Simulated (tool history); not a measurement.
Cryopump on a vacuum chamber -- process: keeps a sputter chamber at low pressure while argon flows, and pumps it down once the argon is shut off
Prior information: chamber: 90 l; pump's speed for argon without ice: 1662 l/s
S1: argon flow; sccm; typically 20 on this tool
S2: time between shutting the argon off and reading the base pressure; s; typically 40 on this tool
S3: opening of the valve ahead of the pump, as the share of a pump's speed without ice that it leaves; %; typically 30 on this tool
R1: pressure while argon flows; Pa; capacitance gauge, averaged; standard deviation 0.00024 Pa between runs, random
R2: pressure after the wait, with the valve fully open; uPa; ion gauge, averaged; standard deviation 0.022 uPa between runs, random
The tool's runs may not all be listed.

| run | hour | S1 | S2 | S3 | R1 | R2 |
|---|---|---|---|---|---|---|
| 1 | 0.0 | 20 | 40 | 30 | 0.0709 | 1.11 |
| 2 | 44.9 | 20 | 117 | 30 | 0.0712 | 0.80 |
| 3 | 73.2 | 20 | 117 | 25 | 0.0847 | 0.82 |
| 4 | 122.4 | 20 | 117 | 25 | 0.0845 | 0.84 |
| 5 | 170.5 | 20 | 117 | 25 | 0.0845 | 0.84 |
| 6 | 220.2 | 20 | 40 | 47 | 0.0465 | 1.19 |
| 7 | 276.4 | 20 | 63 | 30 | 0.0718 | 1.01 |
| 8 | 315.5 | 20 | 40 | 30 | 0.0717 | 1.21 |
|  | 352.4 | pump warmed up, emptied and cooled again |
| 9 | 368.0 | 20 | 40 | 30 | 0.0680 | 1.09 |
| 10 | 401.9 | 20 | 40 | 30 | 0.0682 | 1.12 |
| 11 | 458.6 | 20 | 40 | 30 | 0.0681 | 1.14 |
| 12 | 492.9 | 16 | 149 | 16 | 0.1018 | 0.75 |
| 13 | 540.2 | 33 | 149 | 16 | 0.2111 | 0.82 |

Estimate the outcome of run 14 from the log above:
| 14 | 581.9 | 9 | 41 | 35 | ? | ? |

R1: 0.0263 Pa
R2: 1.13 uPa
The same run, on a tool lacking any hidden state, would have yielded R1 0.0259 Pa, R2 0.64 uPa.

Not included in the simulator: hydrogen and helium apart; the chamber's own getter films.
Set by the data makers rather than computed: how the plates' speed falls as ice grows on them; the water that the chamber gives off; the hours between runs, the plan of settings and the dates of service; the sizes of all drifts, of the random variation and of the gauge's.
